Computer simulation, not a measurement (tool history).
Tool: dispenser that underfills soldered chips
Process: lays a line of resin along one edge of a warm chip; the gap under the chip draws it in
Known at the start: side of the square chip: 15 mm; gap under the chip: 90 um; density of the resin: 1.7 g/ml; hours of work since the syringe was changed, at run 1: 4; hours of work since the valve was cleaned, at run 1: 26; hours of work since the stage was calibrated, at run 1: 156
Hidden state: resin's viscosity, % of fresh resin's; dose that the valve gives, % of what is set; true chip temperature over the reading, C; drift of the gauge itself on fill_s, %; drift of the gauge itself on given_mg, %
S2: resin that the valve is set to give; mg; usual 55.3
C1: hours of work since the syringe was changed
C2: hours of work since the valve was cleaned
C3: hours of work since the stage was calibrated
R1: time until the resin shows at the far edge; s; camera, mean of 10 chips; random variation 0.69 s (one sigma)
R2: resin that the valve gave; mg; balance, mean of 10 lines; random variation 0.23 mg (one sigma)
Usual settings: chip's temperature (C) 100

run 1 hour=0.0 | chip's_temperature_(C)=100 S2=55.3 | C1=4 C2=26 C3=156 | R1=74.3 R2=54.12
run 2 hour=3.5 | chip's_temperature_(C)=100 S2=55.3 | C1=6 C2=28 C3=158 | R1=82.1 R2=53.85
run 3 hour=7.9 | chip's_temperature_(C)=100 S2=68.5 | C1=9 C2=31 C3=161 | R1=90.5 R2=66.63
-- hour=8.7 new syringe of resin
run 4 hour=13.0 | chip's_temperature_(C)=98 S2=55.3 | C1=3 C2=35 C3=165 | R1=75.6 R2=53.53
run 5 hour=17.4 | chip's_temperature_(C)=107 S2=55.3 | C1=6 C2=38 C3=168 | R1=67.7 R2=53.79
-- hour=22.6 new syringe of resin
run 6 hour=22.8 | chip's_temperature_(C)=100 S2=55.3 | C1=0 C2=42 C3=172 | R1=65.1 R2=53.47
run 7 hour=28.8 | chip's_temperature_(C)=100 S2=55.3 | C1=4 C2=46 C3=176 | R1=76.2 R2=52.90
run 8 hour=33.9 | chip's_temperature_(C)=100 S2=55.3 | C1=8 C2=49 C3=180 | R1=87.7 R2=53.24
-- hour=36.5 new syringe of resin
run 9 hour=39.0 | chip's_temperature_(C)=100 S2=55.3 | C1=2 C2=53 C3=183 | R1=69.9 R2=52.80
run 10 hour=41.8 | chip's_temperature_(C)=100 S2=58.3 | C1=4 C2=55 C3=185 | R1=75.8 R2=56.01
run 11 hour=46.4 | chip's_temperature_(C)=89 S2=58.3 | C1=7 C2=58 C3=188 | R1=118.9 R2=55.61
-- hour=50.5 new syringe of resin
run 12 hour=51.6 | chip's_temperature_(C)=89 S2=58.3 | C1=1 C2=62 C3=192 | R1=92.1 R2=55.65
run 13 hour=55.2 | chip's_temperature_(C)=89 S2=58.3 | C1=3 C2=64 C3=194 | R1=101.2 R2=55.16
run 14 hour=60.5 | chip's_temperature_(C)=89 S2=58.3 | C1=7 C2=68 C3=198 | R1=117.4 R2=55.04
-- hour=64.8 new syringe of resin
run 15 hour=66.7 | chip's_temperature_(C)=89 S2=58.3 | C1=1 C2=72 C3=202 | R1=90.0 R2=54.90
run 16 hour=71.4 | chip's_temperature_(C)=110 S2=55.3 | C1=5 C2=76 C3=206 | R1=59.9 R2=51.40
run 17 hour=74.8 | chip's_temperature_(C)=110 S2=55.3 | C1=7 C2=78 C3=208 | R1=64.3 R2=52.10
-- hour=78.9 new syringe of resin
run 18 hour=80.5 | chip's_temperature_(C)=100 S2=57.3 | C1=1 C2=82 C3=212 | R1=68.8 R2=53.24
run 19 hour=84.1 | chip's_temperature_(C)=100 S2=57.3 | C1=4 C2=85 C3=215 | R1=76.8 R2=53.25
run 20 hour=88.6 | chip's_temperature_(C)=95 S2=56.0 | C1=7 C2=88 C3=218 | R1=97.1 R2=52.20
-- hour=93.1 new syringe of resin
run 21 hour=95.9 | chip's_temperature_(C)=109 S2=52.8 | C1=2 C2=93 C3=223 | R1=57.1 R2=48.81
run 22 hour=100.9 | chip's_temperature_(C)=88 S2=62.9 | C1=6 C2=97 C3=227 | R1=112.2 R2=57.96
-- hour=107.0 new syringe of resin
run 23 hour=107.5 | chip's_temperature_(C)=95 S2=64.0 | C1=0 C2=101 C3=231 | R1=74.9 R2=58.55
run 24 hour=110.7 | chip's_temperature_(C)=95 S2=50.3 | C1=3 C2=103 C3=233 | R1=84.7 R2=46.39
run 25 hour=115.1 | chip's_temperature_(C)=95 S2=50.3 | C1=6 C2=107 C3=237 | R1=93.8 R2=45.72
-- hour=121.1 new syringe of resin
run 26 hour=122.3 | chip's_temperature_(C)=95 S2=50.3 | C1=1 C2=111 C3=242 | R1=80.6 R2=45.38
run 27 hour=125.3 | chip's_temperature_(C)=93 S2=57.0 | C1=3 C2=114 C3=244 | R1=91.2 R2=51.58
run 28 hour=130.3 | chip's_temperature_(C)=100 S2=55.7 | C1=7 C2=117 C3=247 | R1=85.8 R2=50.40
-- hour=135.2 new syringe of resin
run 29 hour=136.4 | chip's_temperature_(C)=96 S2=67.8 | C1=1 C2=121 C3=251 | R1=75.2 R2=61.43
run 30 hour=141.4 | chip's_temperature_(C)=108 S2=56.7 | C1=4 C2=125 C3=255 | R1=63.7 R2=50.80
run 31 hour=144.4 | chip's_temperature_(C)=107 S2=66.4 | C1=7 C2=127 C3=257 | R1=69.7 R2=59.69
run 32 hour=147.4 | chip's_temperature_(C)=107 S2=66.4 | C1=9 C2=129 C3=259 | R1=74.5 R2=59.38
-- hour=149.0 new syringe of resin
run 33 hour=153.4 | chip's_temperature_(C)=100 S2=54.5 | C1=3 C2=133 C3=263 | R1=77.6 R2=48.60
run 34 hour=159.7 | chip's_temperature_(C)=100 S2=54.5 | C1=8 C2=138 C3=268 | R1=89.9 R2=48.13
-- hour=161.3 dispensing valve cleaned and set on the balance
-- hour=164.1 new syringe of resin
run 35 hour=165.9 | chip's_temperature_(C)=100 S2=54.5 | C1=1 C2=3 C3=271 | R1=69.4 R2=54.74
run 36 hour=169.2 | chip's_temperature_(C)=97 S2=60.5 | C1=4 C2=5 C3=274 | R1=80.9 R2=60.67

Forecast each of these 3 alternatives for the next run:
run A hour=172.4 | chip's_temperature_(C)=92 S2=53.1 | C1=6 C2=8 C3=276 | R1=? R2=?
run B hour=172.4 | chip's_temperature_(C)=108 S2=52.6 | C1=6 C2=8 C3=276 | R1=? R2=?
run C hour=172.4 | chip's_temperature_(C)=107 S2=52.9 | C1=6 C2=8 C3=276 | R1=? R2=?

run=A R1=103.7 R2=52.97
run=B R1=68.2 R2=52.17
run=C R1=68.4 R2=52.49
Without the tool's hidden state the same runs would have given:
run=A R1=78.5 R2=53.25
run=B R1=51.9 R2=52.44
run=C R1=52.0 R2=52.76
